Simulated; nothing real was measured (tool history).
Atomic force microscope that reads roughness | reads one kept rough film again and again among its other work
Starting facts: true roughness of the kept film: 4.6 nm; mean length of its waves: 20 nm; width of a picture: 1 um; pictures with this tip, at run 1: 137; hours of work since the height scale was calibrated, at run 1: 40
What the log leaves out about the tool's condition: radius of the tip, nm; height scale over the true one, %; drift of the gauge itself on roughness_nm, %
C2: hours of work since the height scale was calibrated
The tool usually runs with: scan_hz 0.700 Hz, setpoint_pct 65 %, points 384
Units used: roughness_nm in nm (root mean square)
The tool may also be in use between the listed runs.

Run 1, hour 0.0: usual settings; pictures with this tip 137; C2 40. Result: roughness_nm 2.283 nm (root mean square).
Run 2, hour 12.5: usual settings; pictures with this tip 153; C2 46. Result: roughness_nm 2.194 nm (root mean square).
At hour 20.4: new tip fitted.
Run 3, hour 25.4: usual settings; pictures with this tip 6; C2 52. Result: roughness_nm 3.522 nm (root mean square).
Run 4, hour 48.3: usual settings but setpoint_pct 77 %; pictures with this tip 36; C2 64. Result: roughness_nm 3.045 nm (root mean square).
Run 5, hour 59.5: usual settings but setpoint_pct 77 %; pictures with this tip 50; C2 69. Result: roughness_nm 2.915 nm (root mean square).
Run 6, hour 82.9: usual settings but setpoint_pct 77 %; pictures with this tip 80; C2 81. Result: roughness_nm 2.687 nm (root mean square).
Run 7, hour 100.0: usual settings but setpoint_pct 77 %, points 403; pictures with this tip 102; C2 90. Result: roughness_nm 2.491 nm (root mean square).
Run 8, hour 118.1: usual settings but scan_hz 1.064 Hz; pictures with this tip 126; C2 99. Result: roughness_nm 2.337 nm (root mean square).
Run 9, hour 131.4: usual settings but scan_hz 1.064 Hz; pictures with this tip 143; C2 105. Result: roughness_nm 2.247 nm (root mean square).
At hour 148.1: new tip fitted.
Run 10, hour 150.2: usual settings but points 465; pictures with this tip 2; C2 114. Result: roughness_nm 3.618 nm (root mean square).
Run 11, hour 172.9: usual settings but scan_hz 2.616 Hz; pictures with this tip 32; C2 126. Result: roughness_nm 3.047 nm (root mean square).
Run 12, hour 184.7: usual settings; pictures with this tip 47; C2 132. Result: roughness_nm 3.025 nm (root mean square).
Run 13, hour 204.8: usual settings; pictures with this tip 73; C2 142. Result: roughness_nm 2.772 nm (root mean square).
Run 14, hour 216.0: usual settings but setpoint_pct 56 %, points 262; pictures with this tip 87; C2 147. Result: roughness_nm 2.626 nm (root mean square).
Run 15, hour 234.3: usual settings but setpoint_pct 56 %, points 678; pictures with this tip 111; C2 156. Result: roughness_nm 2.540 nm (root mean square).
Run 16, hour 259.0: usual settings but scan_hz 3.337 Hz, setpoint_pct 75 %; pictures with this tip 143; C2 169. Result: roughness_nm 2.014 nm (root mean square).
At hour 274.8: new tip fitted.
Run 17, hour 274.8: usual settings but scan_hz 3.337 Hz, setpoint_pct 68 %, points 282; pictures with this tip 0; C2 176. Result: roughness_nm 3.236 nm (root mean square).
At hour 277.4: height scale calibrated on a step standard.
Run 18, hour 290.1: usual settings but scan_hz 3.337 Hz, setpoint_pct 68 %, points 297; pictures with this tip 19; C2 6. Result: roughness_nm 3.002 nm (root mean square).
Run 19, hour 306.3: usual settings but setpoint_pct 61 %, points 522; pictures with this tip 40; C2 14. Result: roughness_nm 3.074 nm (root mean square).

Forecast run 20:
Run 20, hour 320.3: usual settings but setpoint_pct 61 %, points 522; pictures with this tip 58; C2 21. Result: roughness_nm ?.

roughness_nm: 2.885 nm (root mean square)
With no hidden state in the tool, this same run would have given roughness_nm 3.659 nm (root mean square).
